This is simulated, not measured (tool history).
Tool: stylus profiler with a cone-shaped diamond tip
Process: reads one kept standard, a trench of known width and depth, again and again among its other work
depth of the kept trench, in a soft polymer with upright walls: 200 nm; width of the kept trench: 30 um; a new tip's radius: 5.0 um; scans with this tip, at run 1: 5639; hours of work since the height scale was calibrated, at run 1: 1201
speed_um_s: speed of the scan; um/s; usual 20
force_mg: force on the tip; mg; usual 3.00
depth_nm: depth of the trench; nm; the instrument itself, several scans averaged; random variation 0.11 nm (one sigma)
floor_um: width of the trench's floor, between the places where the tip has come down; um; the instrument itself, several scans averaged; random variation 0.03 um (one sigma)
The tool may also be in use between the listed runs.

run	hour	speed_um_s	force_mg	scans with this tip	hours of work since the height scale was calibrated	depth_nm	floor_um
1	0.0	20	3.00	5639	1201	200.22	26.24
2	43.2	20	1.45	5772	1230	199.76	26.19
3	73.4	20	8.50	5865	1249	201.77	26.23
4	126.2	20	3.00	6027	1284	200.21	26.18
5	160.3	20	3.00	6132	1306	200.06	26.16
6	224.8	20	7.10	6330	1348	201.32	26.18
# hour 234.6: height scale calibrated on a step standard
7	272.9	20	7.10	6476	25	202.44	26.18
8	318.2	20	7.10	6615	55	202.63	26.14
9	363.5	20	7.10	6755	84	202.60	26.09
10	396.0	20	7.10	6855	106	202.67	26.19
11	424.3	20	3.00	6942	124	201.39	26.08
12	487.5	20	3.00	7136	165	201.18	26.06
13	532.0	20	4.31	7272	195	201.60	26.10
14	558.9	20	1.13	7355	212	200.57	25.95
15	608.0	20	1.13	7506	244	200.44	26.08
16	672.1	8	1.13	7703	286	200.61	26.03
17	733.1	20	7.11	7890	326	202.26	25.95
18	761.3	20	7.11	7977	345	202.20	25.94
19	818.0	50	3.00	8151	382	201.22	25.87
20	844.7	40	1.22	8233	399	200.52	25.89
21	908.4	36	1.59	8429	441	200.66	25.84
22	944.6	36	1.59	8540	465	200.50	25.81
23	997.0	9	1.05	8701	499	200.27	25.87
24	1057.6	44	1.54	8887	539	200.10	25.70
25	1093.9	44	1.54	8998	562	200.38	25.72
26	1135.8	44	1.54	9127	590	200.51	25.70
27	1164.1	22	5.57	9214	608	201.64	25.80
28	1198.5	71	1.21	9320	631	200.30	25.54
29	1259.2	71	1.21	9506	671	200.15	25.52
30	1288.7	71	1.21	9597	690	200.48	25.54
31	1321.6	21	4.50	9698	711	201.34	25.72
32	1360.7	12	4.50	9818	737	201.13	25.73

The next listed run, before its measurement:
33	1422.5	14	2.70	10008	777	?	?

depth_nm: 200.74 nm
floor_um: 25.72 um
Without the tool's hidden state the same run would have given depth_nm 201.51 nm, floor_um 27.16 um.
